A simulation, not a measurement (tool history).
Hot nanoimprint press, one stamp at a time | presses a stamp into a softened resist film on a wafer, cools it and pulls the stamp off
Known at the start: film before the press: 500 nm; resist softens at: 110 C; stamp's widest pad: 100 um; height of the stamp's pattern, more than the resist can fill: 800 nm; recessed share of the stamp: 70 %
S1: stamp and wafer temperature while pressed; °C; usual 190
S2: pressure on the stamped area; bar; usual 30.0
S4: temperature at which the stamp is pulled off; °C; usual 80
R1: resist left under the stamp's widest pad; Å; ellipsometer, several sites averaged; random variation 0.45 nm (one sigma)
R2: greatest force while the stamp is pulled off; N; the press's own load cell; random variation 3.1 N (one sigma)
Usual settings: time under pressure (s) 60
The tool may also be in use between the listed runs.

run 1 hour=0.0 | S1=190 S2=30.0 time_under_pressure_(s)=60 S4=80 | R1=2261 R2=216
-- hour=45.2 stamp cleaned and given a new release coat
run 2 hour=99.1 | S1=194 S2=30.0 time_under_pressure_(s)=60 S4=80 | R1=2066 R2=220
-- hour=129.5 plate thermocouple calibrated
run 3 hour=162.1 | S1=194 S2=19.0 time_under_pressure_(s)=60 S4=80 | R1=2653 R2=219
run 4 hour=263.8 | S1=194 S2=19.0 time_under_pressure_(s)=60 S4=80 | R1=2641 R2=214
run 5 hour=326.9 | S1=194 S2=19.0 time_under_pressure_(s)=60 S4=80 | R1=2644 R2=222
run 6 hour=425.7 | S1=194 S2=19.0 time_under_pressure_(s)=60 S4=80 | R1=2645 R2=219
run 7 hour=508.6 | S1=194 S2=19.0 time_under_pressure_(s)=60 S4=80 | R1=2639 R2=222
run 8 hour=565.2 | S1=194 S2=19.0 time_under_pressure_(s)=60 S4=80 | R1=2646 R2=217
run 9 hour=636.9 | S1=194 S2=19.0 time_under_pressure_(s)=60 S4=80 | R1=2647 R2=225
-- hour=657.0 stamp cleaned and given a new release coat
-- hour=688.9 plate thermocouple calibrated
run 10 hour=691.4 | S1=194 S2=19.0 time_under_pressure_(s)=60 S4=80 | R1=2649 R2=218
run 11 hour=772.7 | S1=194 S2=47.5 time_under_pressure_(s)=60 S4=87 | R1=1576 R2=203
run 12 hour=857.9 | S1=190 S2=30.0 time_under_pressure_(s)=60 S4=77 | R1=2261 R2=232
run 13 hour=947.7 | S1=200 S2=30.0 time_under_pressure_(s)=60 S4=77 | R1=1800 R2=229

3 ways to go on from here, each from the tool as it stands after run 13. What would each give?
run A hour=1039.3 | S1=200 S2=21.4 time_under_pressure_(s)=42 S4=77 | R1=? R2=?
run B hour=1039.3 | S1=200 S2=30.0 time_under_pressure_(s)=77 S4=77 | R1=? R2=?
run C hour=1039.3 | S1=186 S2=30.0 time_under_pressure_(s)=102 S4=81 | R1=? R2=?

run=A R1=2453 R2=224
run=B R1=1654 R2=222
run=C R1=2091 R2=222
Without the tool's hidden state the same runs would have given:
run=A R1=2453 R2=223
run=B R1=1654 R2=221
run=C R1=2092 R2=221
